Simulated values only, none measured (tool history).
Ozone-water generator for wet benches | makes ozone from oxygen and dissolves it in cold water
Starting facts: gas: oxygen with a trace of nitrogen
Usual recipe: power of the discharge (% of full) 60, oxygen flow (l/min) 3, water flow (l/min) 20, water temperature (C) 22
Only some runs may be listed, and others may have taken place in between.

run   hour  power of the discharge (% of full)  oxygen flow (l/min)  water flow (l/min)  water temperature (C)  dissolved ozone (ppm)  ozone in the gas ahead of the water (g/m3)
  1      0                                  60                    3                  20                     22                   14.2                                       178.2
  2   15.5                                  60                    3                  20                     22                   14.5                                       176.8
  3     40                                  60                    3                  20                     22                   14.3                                         176
  4   63.4                                  60                 4.99                  20                     22                   16.4                                         150
  5   82.9                                  60                 4.99                  20                     22                   16.3                                       148.2
  6  102.7                                  60                 2.76                  20                     22                   14.2                                       180.9
  7  128.4                                  60                 2.76                  20                     22                     14                                       182.9
  8  146.3                                  60                    3                  25                     22                   11.7                                       176.2
  9  162.5                                  60                    3                  25                     22                   11.7                                       178.7
 10  182.8                                  60                    3                  25                     22                   11.6                                       177.4
 11  212.7                                  60                 2.67                  23                     22                   12.2                                       184.8
 12  228.2                                  60                    3                  20                     14                   15.4                                       176.4
 13  252.2                                  60                    3                  20                     14                   15.5                                       178.6
 14  278.4                                  74                 1.89                  20                     27                   12.9                                       230.2

Here are 5 independent what-if runs from the current tool condition. What would each one return?
  A  305.7                                  60                 3.05                  26                     22                      ?                                           ?
  B  305.7                                  74                 1.89                  20                     15                      ?                                           ?
  C  305.7                                  60                 2.15                  31                     27                      ?                                           ?
  D  305.7                                  60                 5.31                  19                     18                      ?                                           ?
  E  305.7                                  57                 2.86                  21                     22                      ?                                           ?

run  dissolved ozone (ppm)  ozone in the gas ahead of the water (g/m3)
  A                   11.3                                       177.2
  B                   14.1                                       231.5
  C                      8                                       197.4
  D                     18                                       146.8
  E                   13.1                                         174
Without the tool's hidden state the same runs would have given:
run  dissolved ozone (ppm)  ozone in the gas ahead of the water (g/m3)
  A                   11.6                                       178.9
  B                   14.5                                         234
  C                    8.2                                       199.3
  D                   18.4                                       148.2
  E                   13.4                                       175.7
